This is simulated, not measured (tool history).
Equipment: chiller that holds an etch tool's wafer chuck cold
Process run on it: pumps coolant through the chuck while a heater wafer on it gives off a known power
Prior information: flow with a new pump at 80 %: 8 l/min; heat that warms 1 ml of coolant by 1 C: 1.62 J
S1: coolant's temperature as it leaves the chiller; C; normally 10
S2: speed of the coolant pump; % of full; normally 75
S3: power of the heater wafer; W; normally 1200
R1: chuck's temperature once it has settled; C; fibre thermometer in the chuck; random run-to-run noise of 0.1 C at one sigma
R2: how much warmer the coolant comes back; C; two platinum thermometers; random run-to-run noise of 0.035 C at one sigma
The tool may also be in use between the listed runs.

run   hour  S1  S2    S3    R1    R2
  1    0.0  10  75  1200  25.9  6.10
  2   33.0  19  75  1200  34.9  6.00
  3   88.3  10  75  1200  25.8  6.00
  4  115.8   4  75  1200  19.9  6.03
  5  176.1   4  75  1200  19.8  6.04
     185.7  -- coolant pump overhauled
  6  239.9   4  75  1329  21.6  6.79
  7  284.3  14  83   719  22.7  3.30
  8  310.7  10  67   607  18.9  3.54
  9  369.1  10  67   607  18.9  3.49
 10  402.6   5  69   672  14.8  3.72
 11  458.6   5  69   672  14.7  3.80

Hidden state or all else? Some run-to-run changes of R1, split into what the settings, what came in and random variation would give without the hidden state, and what is left for the hidden state (with any gauge scatter that isn't in both results):
What the log doesn't record here: heat passed by the chuck's channels, % of clean ones'; flow at a given pump speed, % of a new pump's; coolant's true temperature over the reading, C; drift of the gauge itself on chuck_c, C; drift of the gauge itself on warmer_back_c, C.
Run 2 -> 3: S1 19 -> 10. R1 -9.1 C: hidden state +0.0, all else -9.1.
Run 6 -> 7: S1 4 -> 14, S2 75 -> 83, S3 1329 -> 719. R1 +1.1 C: hidden state -0.6, all else +1.7.
